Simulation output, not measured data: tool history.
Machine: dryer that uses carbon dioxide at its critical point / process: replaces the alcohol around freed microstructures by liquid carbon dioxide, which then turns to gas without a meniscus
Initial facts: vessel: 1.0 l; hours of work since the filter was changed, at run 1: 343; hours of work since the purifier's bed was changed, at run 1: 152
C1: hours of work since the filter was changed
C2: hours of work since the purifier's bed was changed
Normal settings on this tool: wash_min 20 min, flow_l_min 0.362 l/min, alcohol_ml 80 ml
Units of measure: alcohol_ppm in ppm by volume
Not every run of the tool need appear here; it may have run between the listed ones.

Run 1, hour 0: usual settings; C1 343; C2 152. Result: alcohol_ppm 476 ppm by volume.
Run 2, hour 34.1: usual settings but flow_l_min 0.339 l/min; C1 359; C2 168. Result: alcohol_ppm 708 ppm by volume.
Run 3, hour 64.5: usual settings but flow_l_min 0.343 l/min; C1 374; C2 183. Result: alcohol_ppm 688 ppm by volume.
Run 4, hour 87.9: usual settings but flow_l_min 0.343 l/min; C1 385; C2 194. Result: alcohol_ppm 715 ppm by volume.
Run 5, hour 115.8: usual settings but flow_l_min 0.343 l/min; C1 398; C2 207. Result: alcohol_ppm 722 ppm by volume.
Run 6, hour 136.2: usual settings but flow_l_min 0.343 l/min; C1 408; C2 217. Result: alcohol_ppm 733 ppm by volume.
Run 7, hour 176.4: usual settings but flow_l_min 0.343 l/min; C1 427; C2 236. Result: alcohol_ppm 782 ppm by volume.
Run 8, hour 204.2: usual settings but flow_l_min 0.343 l/min; C1 440; C2 249. Result: alcohol_ppm 809 ppm by volume.
Run 9, hour 230.6: usual settings but wash_min 23 min, flow_l_min 0.343 l/min, alcohol_ml 33 ml; C1 453; C2 262. Result: alcohol_ppm 180 ppm by volume.
Run 10, hour 266.3: usual settings but wash_min 23 min, flow_l_min 0.343 l/min, alcohol_ml 33 ml; C1 470; C2 279. Result: alcohol_ppm 192 ppm by volume.
At hour 274.4: inlet filter changed.
Run 11, hour 306.4: usual settings but alcohol_ml 23 ml; C1 15; C2 297. Result: alcohol_ppm 82 ppm by volume.
Run 12, hour 341.6: usual settings but flow_l_min 0.413 l/min, alcohol_ml 112 ml; C1 32; C2 314. Result: alcohol_ppm 176 ppm by volume.
Run 13, hour 371: usual settings but flow_l_min 0.413 l/min, alcohol_ml 112 ml; C1 46; C2 328. Result: alcohol_ppm 168 ppm by volume.

Hidden state at the last listed run before each entry between runs and at the first one after, where it differs:
In the gap between runs 10 and 11: inlet filter changed (hour 274.4)
  flow that reaches the vessel past the clogged filter, %: 82.1 -> 99; alcohol in the recycled carbon dioxide, ppm: 17.4 -> 18.1
  what was measured, less what the result would be without the hidden state, alcohol_ppm: +128 -> +17 ppm by volume

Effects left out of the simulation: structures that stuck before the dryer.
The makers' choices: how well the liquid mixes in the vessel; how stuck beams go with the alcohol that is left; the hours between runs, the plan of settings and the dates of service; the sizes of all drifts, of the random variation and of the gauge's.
